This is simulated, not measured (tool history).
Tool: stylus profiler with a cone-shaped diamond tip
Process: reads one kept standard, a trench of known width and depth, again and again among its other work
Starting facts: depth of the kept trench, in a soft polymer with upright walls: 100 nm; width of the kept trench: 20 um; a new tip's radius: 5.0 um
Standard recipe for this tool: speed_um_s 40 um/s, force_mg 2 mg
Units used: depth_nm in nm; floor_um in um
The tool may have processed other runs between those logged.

run	hour	speed_um_s	force_mg	depth_nm	floor_um
1	0	40	2	100.47	17.68
2	75.6	40	2	100.54	17.59
3	138.4	40	2	100.64	17.56
4	205.8	40	2	100.67	17.47
5	278.9	40	2	100.72	17.46
6	311.3	40	2	100.69	17.4
7	359.9	40	1.9	100.67	17.4
8	414.6	40	2	100.76	17.35
9	453.7	40	2	100.76	17.36
10	505	40	2	100.77	17.23
11	552.4	67	2	100.77	17.17
12	622.4	67	2	100.77	17.1
13	684.5	67	2	100.81	17.03
14	725.2	40	2	100.84	17.18
15	760.1	40	1.37	100.72	17.07
16	822.5	40	1.37	100.73	17.03
17	858.2	40	1.37	100.8	16.99
18	919	40	3.71	101.2	17.04
19	966.7	40	3.71	101.2	17.05
20	1000.4	18	3.71	101.12	17.06
21	1048.4	40	2	100.93	16.9
22	1083.8	40	2	100.95	16.83
23	1156.5	153	0.72	100.68	16.09
24	1210.2	107	3.53	101.18	16.69
25	1283	30	2.09	101.01	16.83
# hour 1308.9: new tip fitted, height scale calibrated
26	1339.2	60	0.97	100.25	17.75
27	1413.7	50	2.66	100.64	17.74
28	1483	63	1.21	100.34	17.63
29	1550	135	1.86	100.61	17.34
30	1588.5	135	1.86	100.57	17.33
31	1654.2	15	3.39	100.86	17.7
32	1696.7	15	3.39	100.88	17.64
33	1730.6	55	2.29	100.73	17.57
34	1764.1	55	2.29	100.62	17.48
35	1833.1	10	1.86	100.65	17.56
36	1872.3	96	1.86	100.64	17.23
37	1906.1	60	1.74	100.69	17.32
38	1976.5	60	1.74	100.58	17.27
39	2024	145	5.86	101.22	17.16
40	2076.8	31	3.01	100.91	17.35
41	2112.4	31	3.01	100.9	17.32
42	2151	57	3.01	100.87	17.19
43	2226.7	57	3.01	100.95	17.18
44	2274.8	57	3.01	100.96	17.1

Predict each of these 3 candidate next runs independently; none follows another, all start after run 44:
A	2327.6	57	3.64	?	?
B	2327.6	89	1.03	?	?
C	2327.6	16	1.88	?	?

run	depth_nm	floor_um
A	101.05	17.07
B	100.67	16.85
C	100.77	17.22
Without the tool's unlogged condition, the same runs would have read:
run	depth_nm	floor_um
A	100.74	17.85
B	100.37	17.63
C	100.46	18
